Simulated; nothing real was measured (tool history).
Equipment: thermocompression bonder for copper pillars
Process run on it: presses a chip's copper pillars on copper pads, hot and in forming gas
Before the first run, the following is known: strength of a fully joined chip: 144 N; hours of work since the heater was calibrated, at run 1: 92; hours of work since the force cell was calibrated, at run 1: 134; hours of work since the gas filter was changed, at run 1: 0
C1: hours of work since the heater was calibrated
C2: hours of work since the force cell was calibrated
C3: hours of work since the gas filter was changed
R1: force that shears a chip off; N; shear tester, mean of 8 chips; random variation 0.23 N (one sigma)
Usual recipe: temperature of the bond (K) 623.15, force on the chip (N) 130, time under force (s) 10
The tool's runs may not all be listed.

Run 1, hour 0.0: usual settings; C1 92; C2 134; C3 0. Result: R1 88.8 N.
Run 2, hour 40.8: usual settings; C1 118; C2 160; C3 26. Result: R1 89.0 N.
Run 3, hour 82.7: usual settings; C1 145; C2 187; C3 54. Result: R1 88.9 N.
Run 4, hour 110.9: usual settings but force on the chip (N) 100; C1 163; C2 205; C3 72. Result: R1 70.5 N.
Run 5, hour 154.3: usual settings but force on the chip (N) 192; C1 191; C2 233; C3 100. Result: R1 116.2 N.
Run 6, hour 176.5: usual settings; C1 206; C2 248; C3 114. Result: R1 88.8 N.
Run 7, hour 219.8: usual settings; C1 234; C2 276; C3 142. Result: R1 89.5 N.
Run 8, hour 250.4: usual settings; C1 254; C2 296; C3 162. Result: R1 89.1 N.
Run 9, hour 271.9: usual settings; C1 268; C2 310; C3 176. Result: R1 89.4 N.
Run 10, hour 297.7: usual settings; C1 284; C2 326; C3 193. Result: R1 89.1 N.
Run 11, hour 324.8: usual settings but time under force (s) 5; C1 302; C2 344; C3 210. Result: R1 71.6 N.
Run 12, hour 347.0: usual settings but time under force (s) 5; C1 316; C2 358; C3 225. Result: R1 71.5 N.
Run 13, hour 367.0: usual settings but time under force (s) 5; C1 329; C2 371; C3 237. Result: R1 71.7 N.
Run 14, hour 409.5: usual settings but force on the chip (N) 150, time under force (s) 5; C1 357; C2 399; C3 265. Result: R1 81.6 N.
Run 15, hour 456.5: usual settings but force on the chip (N) 150, time under force (s) 5; C1 387; C2 429; C3 295. Result: R1 81.6 N.
Run 16, hour 498.7: usual settings but temperature of the bond (K) 612.15, force on the chip (N) 123, time under force (s) 8; C1 414; C2 456; C3 323. Result: R1 70.4 N.
Run 17, hour 519.4: usual settings but temperature of the bond (K) 612.15, force on the chip (N) 123, time under force (s) 8; C1 428; C2 470; C3 336. Result: R1 70.4 N.
At hour 529.8: forming gas filter changed.
Run 18, hour 562.5: usual settings but temperature of the bond (K) 612.15, force on the chip (N) 123, time under force (s) 8; C1 455; C2 497; C3 21. Result: R1 70.2 N.
Run 19, hour 594.5: usual settings but temperature of the bond (K) 653.15, force on the chip (N) 126, time under force (s) 7; C1 476; C2 518; C3 42. Result: R1 103.5 N.
Run 20, hour 619.9: usual settings but temperature of the bond (K) 599.15, force on the chip (N) 93, time under force (s) 5; C1 492; C2 534; C3 58. Result: R1 36.1 N.
Run 21, hour 648.3: usual settings but temperature of the bond (K) 626.15, force on the chip (N) 93, time under force (s) 5; C1 511; C2 553; C3 77. Result: R1 53.1 N.
Run 22, hour 689.3: usual settings but temperature of the bond (K) 626.15, force on the chip (N) 96, time under force (s) 21; C1 537; C2 579; C3 103. Result: R1 90.3 N.
Run 23, hour 724.8: usual settings but temperature of the bond (K) 626.15, force on the chip (N) 96, time under force (s) 21; C1 560; C2 602; C3 126. Result: R1 90.4 N.
Run 24, hour 755.8: usual settings but temperature of the bond (K) 626.15, force on the chip (N) 96, time under force (s) 21; C1 580; C2 622; C3 146. Result: R1 90.4 N.
Run 25, hour 785.7: usual settings but temperature of the bond (K) 626.15, force on the chip (N) 96, time under force (s) 21; C1 600; C2 642; C3 166. Result: R1 90.5 N.

Selected run-to-run steps in R1, each split into two signed amounts: the part the tool would show with no hidden state at all (from settings, incoming material and random variation), and the remainder, which goes to the hidden state together with any gauge scatter not common to the measured and the hidden-state-free results:
The hidden state here: true temperature of the bond over the reading, C; force that reaches the chip, % of what is set; oxide that the forming gas leaves, % of the face; drift of the gauge itself on shear_n, %.
Run 4 -> 5: force on the chip (N) 100 -> 192. R1 +45.7 N: hidden state +0.2, all else +45.5.
Run 18 -> 19: temperature of the bond (K) 612.15 -> 653.15, force on the chip (N) 123 -> 126, time under force (s) 8 -> 7. R1 +33.3 N: hidden state +0.5, all else +32.8.
Run 19 -> 20: temperature of the bond (K) 653.15 -> 599.15, force on the chip (N) 126 -> 93, time under force (s) 7 -> 5. R1 -67.4 N: hidden state -0.8, all else -66.6.
